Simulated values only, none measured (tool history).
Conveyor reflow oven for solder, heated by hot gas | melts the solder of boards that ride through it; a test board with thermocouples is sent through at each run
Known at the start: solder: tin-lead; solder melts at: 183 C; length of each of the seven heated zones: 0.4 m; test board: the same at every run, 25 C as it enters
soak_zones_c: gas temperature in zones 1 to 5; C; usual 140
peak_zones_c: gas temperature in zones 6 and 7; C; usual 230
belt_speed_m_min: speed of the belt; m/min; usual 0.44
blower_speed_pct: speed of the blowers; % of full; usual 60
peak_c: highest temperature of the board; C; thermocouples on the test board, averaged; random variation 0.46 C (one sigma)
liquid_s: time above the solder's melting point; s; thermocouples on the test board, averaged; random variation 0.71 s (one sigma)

run 1 hour=0 | soak_zones_c=140 peak_zones_c=230 belt_speed_m_min=0.44 blower_speed_pct=60 | peak_c=216.2 liquid_s=82.8
run 2 hour=18.5 | soak_zones_c=140 peak_zones_c=230 belt_speed_m_min=0.44 blower_speed_pct=60 | peak_c=215.6 liquid_s=83.4
run 3 hour=39.6 | soak_zones_c=140 peak_zones_c=230 belt_speed_m_min=0.44 blower_speed_pct=60 | peak_c=216.8 liquid_s=83.2
-- hour=58.7 flux residue cleaned out of gas plates and filters
run 4 hour=68.2 | soak_zones_c=140 peak_zones_c=230 belt_speed_m_min=0.44 blower_speed_pct=60 | peak_c=217.1 liquid_s=83.4
run 5 hour=81.2 | soak_zones_c=140 peak_zones_c=230 belt_speed_m_min=0.44 blower_speed_pct=60 | peak_c=216.1 liquid_s=84.6
run 6 hour=101 | soak_zones_c=140 peak_zones_c=230 belt_speed_m_min=0.44 blower_speed_pct=80 | peak_c=218.4 liquid_s=87.7
run 7 hour=118.1 | soak_zones_c=140 peak_zones_c=230 belt_speed_m_min=0.44 blower_speed_pct=80 | peak_c=218.8 liquid_s=87.4
run 8 hour=129.2 | soak_zones_c=140 peak_zones_c=230 belt_speed_m_min=0.446 blower_speed_pct=60 | peak_c=216.8 liquid_s=81.7
run 9 hour=153.3 | soak_zones_c=140 peak_zones_c=230 belt_speed_m_min=0.44 blower_speed_pct=60 | peak_c=217 liquid_s=84.1
run 10 hour=165.9 | soak_zones_c=140 peak_zones_c=233 belt_speed_m_min=0.416 blower_speed_pct=60 | peak_c=221 liquid_s=93.7
run 11 hour=188 | soak_zones_c=140 peak_zones_c=233 belt_speed_m_min=0.416 blower_speed_pct=60 | peak_c=220 liquid_s=93
run 12 hour=213.2 | soak_zones_c=134 peak_zones_c=230 belt_speed_m_min=0.44 blower_speed_pct=53 | peak_c=214.5 liquid_s=78.1
run 13 hour=229.4 | soak_zones_c=145 peak_zones_c=228 belt_speed_m_min=0.44 blower_speed_pct=60 | peak_c=215.2 liquid_s=84.6
run 14 hour=243.3 | soak_zones_c=145 peak_zones_c=242 belt_speed_m_min=0.43 blower_speed_pct=60 | peak_c=228.9 liquid_s=100.5
run 15 hour=266.2 | soak_zones_c=145 peak_zones_c=242 belt_speed_m_min=0.43 blower_speed_pct=60 | peak_c=229.6 liquid_s=100.4
run 16 hour=290.9 | soak_zones_c=140 peak_zones_c=230 belt_speed_m_min=0.496 blower_speed_pct=60 | peak_c=213.1 liquid_s=68.8
run 17 hour=305.5 | soak_zones_c=140 peak_zones_c=230 belt_speed_m_min=0.496 blower_speed_pct=60 | peak_c=212.6 liquid_s=70.8

5 ways to go on from here, each from the tool as it stands after run 17. What would each give?
run A hour=326.9 | soak_zones_c=141 peak_zones_c=230 belt_speed_m_min=0.527 blower_speed_pct=50 | peak_c=? liquid_s=?
run B hour=326.9 | soak_zones_c=149 peak_zones_c=230 belt_speed_m_min=0.44 blower_speed_pct=68 | peak_c=? liquid_s=?
run C hour=326.9 | soak_zones_c=127 peak_zones_c=230 belt_speed_m_min=0.503 blower_speed_pct=61 | peak_c=? liquid_s=?
run D hour=326.9 | soak_zones_c=140 peak_zones_c=240 belt_speed_m_min=0.428 blower_speed_pct=60 | peak_c=? liquid_s=?
run E hour=326.9 | soak_zones_c=140 peak_zones_c=230 belt_speed_m_min=0.394 blower_speed_pct=60 | peak_c=? liquid_s=?

run=A peak_c=210.1 liquid_s=61
run=B peak_c=218.3 liquid_s=91.4
run=C peak_c=210.7 liquid_s=59.8
run=D peak_c=226.2 liquid_s=96.6
run=E peak_c=219.2 liquid_s=95.9
Without the tool's hidden state the same runs would have given:
run=A peak_c=211.8 liquid_s=62.6
run=B peak_c=220.1 liquid_s=92.5
run=C peak_c=212.6 liquid_s=61.6
run=D peak_c=228 liquid_s=97.4
run=E peak_c=221 liquid_s=97.1
